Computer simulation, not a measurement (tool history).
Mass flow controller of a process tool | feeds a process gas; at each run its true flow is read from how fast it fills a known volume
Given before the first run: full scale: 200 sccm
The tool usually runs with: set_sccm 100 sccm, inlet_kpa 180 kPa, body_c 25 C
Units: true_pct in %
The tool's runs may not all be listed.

| run | day | set_sccm | inlet_kpa | body_c | true_pct |
|---|---|---|---|---|---|
| 1 | 0.000 | 100 | 180 | 25 | 98.83 |
| 2 | 6.238 | 100 | 180 | 25 | 98.76 |
| 3 | 9.746 | 100 | 180 | 25 | 98.67 |
| 4 | 17.996 | 100 | 180 | 20 | 97.92 |
| 5 | 23.388 | 100 | 180 | 20 | 97.83 |
| 6 | 29.304 | 100 | 180 | 25 | 98.22 |
| 7 | 34.421 | 100 | 180 | 25 | 98.09 |
| 8 | 42.100 | 100 | 276 | 25 | 97.84 |
| 9 | 48.333 | 103 | 277 | 25 | 97.92 |
| 10 | 54.904 | 103 | 277 | 25 | 97.72 |
| 11 | 62.254 | 30 | 198 | 33 | 97.55 |
| 12 | 66.129 | 134 | 239 | 37 | 98.84 |
| 13 | 69.550 | 134 | 239 | 37 | 99.06 |
| 14 | 73.404 | 134 | 239 | 37 | 98.97 |
| 15 | 79.171 | 100 | 169 | 29 | 97.78 |

Alternative continuations, all from the tool just after run 15; predict every row:
| A | 86.000 | 100 | 180 | 36 | ? |
| B | 86.000 | 100 | 275 | 29 | ? |
| C | 86.000 | 37 | 158 | 25 | ? |
| D | 86.000 | 83 | 233 | 26 | ? |
| E | 86.000 | 100 | 183 | 25 | ? |

| run | true_pct |
|---|---|
| A | 98.20 |
| B | 97.60 |
| C | 96.57 |
| D | 97.04 |
| E | 97.23 |
Without the tool's hidden state the same runs would have given:
| run | true_pct |
|---|---|
| A | 99.82 |
| B | 99.21 |
| C | 98.19 |
| D | 98.65 |
| E | 98.84 |

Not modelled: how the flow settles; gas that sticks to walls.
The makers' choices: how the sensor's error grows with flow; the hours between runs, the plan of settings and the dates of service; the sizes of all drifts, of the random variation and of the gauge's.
